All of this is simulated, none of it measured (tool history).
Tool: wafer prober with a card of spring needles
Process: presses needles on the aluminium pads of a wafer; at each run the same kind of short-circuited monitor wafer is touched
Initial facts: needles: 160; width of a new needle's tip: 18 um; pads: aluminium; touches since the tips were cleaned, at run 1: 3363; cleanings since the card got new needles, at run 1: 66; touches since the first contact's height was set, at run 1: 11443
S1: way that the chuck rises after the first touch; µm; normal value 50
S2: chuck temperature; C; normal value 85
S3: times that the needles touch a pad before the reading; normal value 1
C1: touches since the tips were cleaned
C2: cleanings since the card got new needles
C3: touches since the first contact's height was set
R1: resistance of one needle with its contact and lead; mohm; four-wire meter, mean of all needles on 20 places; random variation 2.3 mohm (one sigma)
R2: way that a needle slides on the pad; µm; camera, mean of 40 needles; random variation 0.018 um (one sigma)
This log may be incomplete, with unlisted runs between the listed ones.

Run 1, hour 0.0: usual settings; C1 3363; C2 66; C3 11443. Result: R1 704 mohm, R2 7.77 µm.
At hour 6.6: tips cleaned on abrasive film.
At hour 23.1: tips cleaned on abrasive film.
At hour 39.5: tips cleaned on abrasive film.
At hour 56.0: tips cleaned on abrasive film.
Run 2, hour 56.4: usual settings; C1 199; C2 70; C3 34533. Result: R1 369 mohm, R2 7.72 µm.
At hour 69.6: tips cleaned on abrasive film.
At hour 82.8: tips cleaned on abrasive film.
At hour 99.2: tips cleaned on abrasive film.
Run 3, hour 109.4: usual settings; C1 4188; C2 73; C3 56224. Result: R1 902 mohm, R2 7.73 µm.
At hour 112.8: tips cleaned on abrasive film.
At hour 129.2: tips cleaned on abrasive film.
At hour 142.4: tips cleaned on abrasive film.
Run 4, hour 151.6: usual settings; C1 3781; C2 76; C3 73471. Result: R1 888 mohm, R2 7.65 µm.
At hour 158.2: tips cleaned on abrasive film.
At hour 174.6: tips cleaned on abrasive film.
At hour 191.1: tips cleaned on abrasive film.
At hour 207.5: tips cleaned on abrasive film.
Run 5, hour 213.6: usual settings; C1 2508; C2 80; C3 98869. Result: R1 780 mohm, R2 7.62 µm.
At hour 223.5: tips cleaned on abrasive film.
At hour 239.9: tips cleaned on abrasive film.
At hour 253.6: tips cleaned on abrasive film.
Run 6, hour 253.6: usual settings but S3 2; C1 0; C2 83; C3 115239. Result: R1 313 mohm, R2 7.59 µm.
At hour 270.1: tips cleaned on abrasive film.
At hour 286.5: tips cleaned on abrasive film.
Run 7, hour 298.5: usual settings but S3 2; C1 4948; C2 85; C3 133651. Result: R1 723 mohm, R2 7.52 µm.
At hour 301.9: tips cleaned on abrasive film, once more.
At hour 318.3: tips cleaned on abrasive film.
At hour 331.5: tips cleaned on abrasive film.
At hour 347.9: tips cleaned on abrasive film.
Run 8, hour 360.9: usual settings but S3 2; C1 5343; C2 89; C3 159192. Result: R1 755 mohm, R2 7.53 µm.
At hour 364.3: tips cleaned on abrasive film.
At hour 380.7: tips cleaned on abrasive film.
At hour 397.2: tips cleaned on abrasive film.
Run 9, hour 400.4: usual settings but S3 2; C1 1350; C2 92; C3 175354. Result: R1 480 mohm, R2 7.49 µm.
At hour 410.5: tips cleaned on abrasive film.
At hour 426.9: tips cleaned on abrasive film.
At hour 443.4: tips cleaned on abrasive film.
Run 10, hour 453.5: usual settings but S2 28 C, S3 2; C1 4176; C2 95; C3 197086. Result: R1 736 mohm, R2 7.48 µm.
At hour 456.9: tips cleaned on abrasive film.
At hour 473.3: tips cleaned on abrasive film.
At hour 486.7: height of the first contact set anew.
At hour 490.0: tips cleaned on abrasive film.
At hour 506.5: tips cleaned on abrasive film.
At hour 520.9: tips cleaned on abrasive film.
Run 11, hour 520.9: usual settings; C1 0; C2 100; C3 13975. Result: R1 317 mohm, R2 7.75 µm.
At hour 534.1: tips cleaned on abrasive film.
At hour 550.5: tips cleaned on abrasive film.
At hour 567.0: tips cleaned on abrasive film.
At hour 583.4: tips cleaned on abrasive film.
Run 12, hour 588.3: usual settings but S1 33 µm, S2 37 C, S3 2; C1 2003; C2 104; C3 41563. Result: R1 892 mohm, R2 5.04 µm.
At hour 598.2: tips cleaned on abrasive film.
At hour 614.6: tips cleaned on abrasive film.
At hour 631.0: tips cleaned on abrasive film.
At hour 647.5: tips cleaned on abrasive film.
Run 13, hour 654.6: usual settings but S3 2; C1 2913; C2 108; C3 68713. Result: R1 577 mohm, R2 7.66 µm.
At hour 661.2: tips cleaned on abrasive film.
At hour 674.4: tips cleaned on abrasive film.
At hour 690.8: tips cleaned on abrasive film.
At hour 706.2: tips cleaned on abrasive film.
Run 14, hour 706.2: usual settings but S3 2; C1 0; C2 112; C3 89842. Result: R1 323 mohm, R2 7.61 µm.
At hour 722.7: tips cleaned on abrasive film.
At hour 739.1: tips cleaned on abrasive film.
Run 15, hour 741.4: usual settings but S1 61 µm, S2 81 C; C1 929; C2 114; C3 104236. Result: R1 455 mohm, R2 9.31 µm.
At hour 754.5: tips cleaned on abrasive film.
At hour 771.0: tips cleaned on abrasive film.
At hour 787.4: tips cleaned on abrasive film.
At hour 800.6: tips cleaned on abrasive film.
At hour 817.0: tips cleaned on abrasive film.
Run 16, hour 819.3: usual settings but S1 61 µm, S2 81 C; C1 935; C2 119; C3 136141. Result: R1 447 mohm, R2 9.24 µm.
At hour 832.5: tips cleaned on abrasive film.
At hour 848.9: tips cleaned on abrasive film.
At hour 865.4: tips cleaned on abrasive film.
At hour 881.8: tips cleaned on abrasive film.
Run 17, hour 881.8: usual settings but S2 71 C; C1 4; C2 123; C3 161730. Result: R1 339 mohm, R2 7.54 µm.
At hour 895.0: tips cleaned on abrasive film.
At hour 911.5: tips cleaned on abrasive film.
At hour 927.9: tips cleaned on abrasive film.
At hour 944.2: tips cleaned on abrasive film.
Run 18, hour 944.2: usual settings but S2 71 C; C1 0; C2 127; C3 187280. Result: R1 321 mohm, R2 7.44 µm.
At hour 960.7: tips cleaned on abrasive film.
At hour 977.1: tips cleaned on abrasive film.
At hour 990.3: tips cleaned on abrasive film.
At hour 1000.4: height of the first contact set anew.
At hour 1007.0: tips cleaned on abrasive film.
Run 19, hour 1010.3: usual settings but S1 69 µm, S2 38 C, S3 2; C1 1337; C2 131; C3 4030. Result: R1 352 mohm, R2 10.71 µm.
At hour 1023.5: tips cleaned on abrasive film.
At hour 1039.9: tips cleaned on abrasive film.
At hour 1056.3: tips cleaned on abrasive film.
At hour 1072.8: tips cleaned on abrasive film.
At hour 1086.5: tips cleaned on abrasive film.
Run 20, hour 1086.5: usual settings but S1 69 µm, S2 26 C, S3 2; C1 0; C2 136; C3 35214. Result: R1 264 mohm, R2 10.66 µm.
At hour 1102.9: tips cleaned on abrasive film.
At hour 1119.3: tips cleaned on abrasive film.
At hour 1135.8: tips cleaned on abrasive film.
At hour 1152.2: tips cleaned on abrasive film.
At hour 1167.3: tips cleaned on abrasive film.
Run 21, hour 1167.3: usual settings but S1 33 µm, S2 82 C, S3 2; C1 0; C2 141; C3 68291. Result: R1 395 mohm, R2 5.01 µm.
At hour 1180.4: tips cleaned on abrasive film.
At hour 1196.9: tips cleaned on abrasive film.
Run 22, hour 1203.6: usual settings but S1 34 µm, S2 82 C, S3 2; C1 2779; C2 143; C3 83190. Result: R1 968 mohm, R2 5.15 µm.

Hidden condition of the tool, last listed run before each entry between runs versus first listed run after:
From run 1 to run 2: tips cleaned on abrasive film (hour 6.6); tips cleaned on abrasive film (hour 23.1); tips cleaned on abrasive film (hour 39.5); tips cleaned on abrasive film (hour 56.0)
  debris on the tips, nm: 94.4 -> 19.1; way that the needles fall short of the set height, um: 0.15 -> 0.37; tips' diameter, um: 19.56 -> 20.32
  measured minus no-state result, R1: +446 -> +104 mohm; R2: -0.03 -> -0.05 µm
From run 2 to run 3: tips cleaned on abrasive film (hour 69.6); tips cleaned on abrasive film (hour 82.8); tips cleaned on abrasive film (hour 99.2)
  debris on the tips, nm: 19.1 -> 123.1; way that the needles fall short of the set height, um: 0.37 -> 0.55; tips' diameter, um: 20.32 -> 20.38
  measured minus no-state result, R1: +104 -> +641 mohm; R2: -0.05 -> -0.08 µm
From run 3 to run 4: tips cleaned on abrasive film (hour 112.8); tips cleaned on abrasive film (hour 129.2); tips cleaned on abrasive film (hour 142.4)
  debris on the tips, nm: 123.1 -> 119.2; way that the needles fall short of the set height, um: 0.55 -> 0.76; tips' diameter, um: 20.38 -> 20.45
  measured minus no-state result, R1: +641 -> +628 mohm; R2: -0.08 -> -0.12 µm
From run 4 to run 5: tips cleaned on abrasive film (hour 158.2); tips cleaned on abrasive film (hour 174.6); tips cleaned on abrasive film (hour 191.1); tips cleaned on abrasive film (hour 207.5)
  debris on the tips, nm: 119.2 -> 95.5; way that the needles fall short of the set height, um: 0.76 -> 1.05; tips' diameter, um: 20.45 -> 20.56
  measured minus no-state result, R1: +628 -> +519 mohm; R2: -0.12 -> -0.16 µm
From run 5 to run 6: tips cleaned on abrasive film (hour 223.5); tips cleaned on abrasive film (hour 239.9); tips cleaned on abrasive film (hour 253.6)
  debris on the tips, nm: 95.5 -> 14; way that the needles fall short of the set height, um: 1.05 -> 1.24; tips' diameter, um: 20.56 -> 20.62
  measured minus no-state result, R1: +519 -> +53 mohm; R2: -0.16 -> -0.19 µm
From run 6 to run 7: tips cleaned on abrasive film (hour 270.1); tips cleaned on abrasive film (hour 286.5)
  debris on the tips, nm: 14 -> 141; way that the needles fall short of the set height, um: 1.24 -> 1.38; tips' diameter, um: 20.62 -> 20.67
  measured minus no-state result, R1: +53 -> +465 mohm; R2: -0.19 -> -0.21 µm
From run 7 to run 8: tips cleaned on abrasive film, once more (hour 301.9); tips cleaned on abrasive film (hour 318.3); tips cleaned on abrasive film (hour 331.5); tips cleaned on abrasive film (hour 347.9)
  debris on the tips, nm: 141 -> 142.2; way that the needles fall short of the set height, um: 1.38 -> 1.67; tips' diameter, um: 20.67 -> 20.77
  measured minus no-state result, R1: +465 -> +490 mohm; R2: -0.21 -> -0.26 µm
From run 8 to run 9: tips cleaned on abrasive film (hour 364.3); tips cleaned on abrasive film (hour 380.7); tips cleaned on abrasive film (hour 397.2)
  debris on the tips, nm: 142.2 -> 60.9; way that the needles fall short of the set height, um: 1.67 -> 1.85; tips' diameter, um: 20.77 -> 20.84
  measured minus no-state result, R1: +490 -> +217 mohm; R2: -0.26 -> -0.29 µm
From run 9 to run 10: tips cleaned on abrasive film (hour 410.5); tips cleaned on abrasive film (hour 426.9); tips cleaned on abrasive film (hour 443.4)
  debris on the tips, nm: 60.9 -> 128.7; way that the needles fall short of the set height, um: 1.85 -> 2.06; tips' diameter, um: 20.84 -> 20.91
  measured minus no-state result, R1: +217 -> +494 mohm; R2: -0.29 -> -0.32 µm
From run 10 to run 11: tips cleaned on abrasive film (hour 456.9); tips cleaned on abrasive film (hour 473.3); height of the first contact set anew (hour 486.7); tips cleaned on abrasive film (hour 490.0); tips cleaned on abrasive film (hour 506.5); tips cleaned on abrasive film (hour 520.9)
  debris on the tips, nm: 128.7 -> 8.7; way that the needles fall short of the set height, um: 2.06 -> 0.2; tips' diameter, um: 20.91 -> 21.03
  measured minus no-state result, R1: +494 -> +55 mohm; R2: -0.32 -> -0.03 µm
From run 11 to run 12: tips cleaned on abrasive film (hour 534.1); tips cleaned on abrasive film (hour 550.5); tips cleaned on abrasive film (hour 567.0); tips cleaned on abrasive film (hour 583.4)
  debris on the tips, nm: 8.7 -> 75.6; way that the needles fall short of the set height, um: 0.2 -> 0.48; tips' diameter, um: 21.03 -> 21.13
  measured minus no-state result, R1: +55 -> +624 mohm; R2: -0.03 -> -0.08 µm
From run 12 to run 13: tips cleaned on abrasive film (hour 598.2); tips cleaned on abrasive film (hour 614.6); tips cleaned on abrasive film (hour 631.0); tips cleaned on abrasive film (hour 647.5)
  debris on the tips, nm: 75.6 -> 90.7; way that the needles fall short of the set height, um: 0.48 -> 0.75; tips' diameter, um: 21.13 -> 21.22
  measured minus no-state result, R1: +624 -> +315 mohm; R2: -0.08 -> -0.11 µm
From run 13 to run 14: tips cleaned on abrasive film (hour 661.2); tips cleaned on abrasive film (hour 674.4); tips cleaned on abrasive film (hour 690.8); tips cleaned on abrasive film (hour 706.2)
  debris on the tips, nm: 90.7 -> 14.6; way that the needles fall short of the set height, um: 0.75 -> 1.03; tips' diameter, um: 21.22 -> 21.32
  measured minus no-state result, R1: +315 -> +59 mohm; R2: -0.11 -> -0.16 µm
From run 14 to run 15: tips cleaned on abrasive film (hour 722.7); tips cleaned on abrasive film (hour 739.1)
  debris on the tips, nm: 14.6 -> 49.6; way that the needles fall short of the set height, um: 1.03 -> 1.15; tips' diameter, um: 21.32 -> 21.36
  measured minus no-state result, R1: +59 -> +203 mohm; R2: -0.16 -> -0.18 µm
From run 15 to run 16: tips cleaned on abrasive film (hour 754.5); tips cleaned on abrasive film (hour 771.0); tips cleaned on abrasive film (hour 787.4); tips cleaned on abrasive film (hour 800.6); tips cleaned on abrasive film (hour 817.0)
  debris on the tips, nm: 49.6 -> 46.3; way that the needles fall short of the set height, um: 1.15 -> 1.48; tips' diameter, um: 21.36 -> 21.48
  measured minus no-state result, R1: +203 -> +194 mohm; R2: -0.18 -> -0.23 µm
From run 16 to run 17: tips cleaned on abrasive film (hour 832.5); tips cleaned on abrasive film (hour 848.9); tips cleaned on abrasive film (hour 865.4); tips cleaned on abrasive film (hour 881.8)
  debris on the tips, nm: 46.3 -> 11.6; way that the needles fall short of the set height, um: 1.48 -> 1.72; tips' diameter, um: 21.48 -> 21.56
  measured minus no-state result, R1: +194 -> +81 mohm; R2: -0.23 -> -0.27 µm
From run 17 to run 18: tips cleaned on abrasive film (hour 895.0); tips cleaned on abrasive film (hour 911.5); tips cleaned on abrasive film (hour 927.9); tips cleaned on abrasive film (hour 944.2)
  debris on the tips, nm: 11.6 -> 8.8; way that the needles fall short of the set height, um: 1.72 -> 2.05; tips' diameter, um: 21.56 -> 21.68
  measured minus no-state result, R1: +81 -> +65 mohm; R2: -0.27 -> -0.32 µm
From run 18 to run 19: tips cleaned on abrasive film (hour 960.7); tips cleaned on abrasive film (hour 977.1); tips cleaned on abrasive film (hour 990.3); height of the first contact set anew (hour 1000.4); tips cleaned on abrasive film (hour 1007.0)
  debris on the tips, nm: 8.8 -> 54.5; way that the needles fall short of the set height, um: 2.05 -> 0.06; tips' diameter, um: 21.68 -> 21.78
  measured minus no-state result, R1: +65 -> +115 mohm; R2: -0.32 -> -0.01 µm
From run 19 to run 20: tips cleaned on abrasive film (hour 1023.5); tips cleaned on abrasive film (hour 1039.9); tips cleaned on abrasive film (hour 1056.3); tips cleaned on abrasive film (hour 1072.8); tips cleaned on abrasive film (hour 1086.5)
  debris on the tips, nm: 54.5 -> 12.6; way that the needles fall short of the set height, um: 0.06 -> 0.38; tips' diameter, um: 21.78 -> 21.89
  measured minus no-state result, R1: +115 -> +32 mohm; R2: -0.01 -> -0.06 µm
From run 20 to run 21: tips cleaned on abrasive film (hour 1102.9); tips cleaned on abrasive film (hour 1119.3); tips cleaned on abrasive film (hour 1135.8); tips cleaned on abrasive film (hour 1152.2); tips cleaned on abrasive film (hour 1167.3)
  debris on the tips, nm: 12.6 -> 12.2; way that the needles fall short of the set height, um: 0.38 -> 0.68; tips' diameter, um: 21.89 -> 21.99
  measured minus no-state result, R1: +32 -> +114 mohm; R2: -0.06 -> -0.11 µm
From run 21 to run 22: tips cleaned on abrasive film (hour 1180.4); tips cleaned on abrasive film (hour 1196.9)
  debris on the tips, nm: 12.2 -> 88.2; way that the needles fall short of the set height, um: 0.68 -> 0.83; tips' diameter, um: 21.99 -> 22.05
  measured minus no-state result, R1: +114 -> +692 mohm; R2: -0.11 -> -0.13 µm

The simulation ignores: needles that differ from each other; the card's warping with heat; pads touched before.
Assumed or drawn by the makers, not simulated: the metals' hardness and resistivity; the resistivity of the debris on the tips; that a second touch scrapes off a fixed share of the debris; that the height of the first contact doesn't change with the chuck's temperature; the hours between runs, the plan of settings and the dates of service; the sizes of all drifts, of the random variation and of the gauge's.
